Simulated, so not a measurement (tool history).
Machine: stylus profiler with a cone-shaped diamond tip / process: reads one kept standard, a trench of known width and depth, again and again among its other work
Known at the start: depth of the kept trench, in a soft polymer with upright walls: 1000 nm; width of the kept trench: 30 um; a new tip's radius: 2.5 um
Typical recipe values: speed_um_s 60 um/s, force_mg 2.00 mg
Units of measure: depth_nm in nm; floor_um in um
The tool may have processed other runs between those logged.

run,hour,speed_um_s,force_mg,depth_nm,floor_um
1,0.0,60,2.00,1013.27,25.34
2,19.8,60,2.00,1013.34,25.31
3,31.9,60,2.00,1013.09,25.37
4,41.0,60,2.00,1013.26,25.30
5,55.4,60,2.00,1012.91,25.34
6,73.5,60,3.83,1020.42,25.42
7,90.6,60,3.83,1020.40,25.41
8,103.4,60,3.83,1020.09,25.37
9,123.5,60,3.83,1020.32,25.36
10,137.4,30,2.00,1013.18,25.46
11,150.7,30,2.00,1012.62,25.47
12,171.2,163,1.41,1009.75,24.28
13,185.0,18,4.29,1021.58,25.58
14,204.4,18,1.08,1007.43,25.47
15,221.5,18,1.08,1007.35,25.47
# hour 222.9: height scale calibrated on a step standard
16,240.7,191,3.54,1018.44,24.61
17,249.5,191,3.54,1018.59,24.70
18,270.3,191,3.54,1018.17,24.64
19,284.4,191,3.54,1018.39,24.61
20,298.8,28,1.22,1008.22,25.29
21,315.0,58,0.97,1006.55,24.96
# hour 334.5: height scale calibrated on a step standard, once more
22,336.1,58,0.97,1008.37,25.02

4 ways to go on from here, each from the tool as it stands after run 22. What would each give?
A,354.6,43,3.59,?,?
B,354.6,62,1.53,?,?
C,354.6,148,0.97,?,?
D,354.6,103,2.62,?,?

run,depth_nm,floor_um
A,1020.74,25.31
B,1011.98,25.10
C,1008.50,24.08
D,1016.89,24.98
Without the tool's unlogged condition, the same runs would have read:
run,depth_nm,floor_um
A,1020.93,25.76
B,1012.16,25.54
C,1008.68,24.52
D,1017.07,25.42
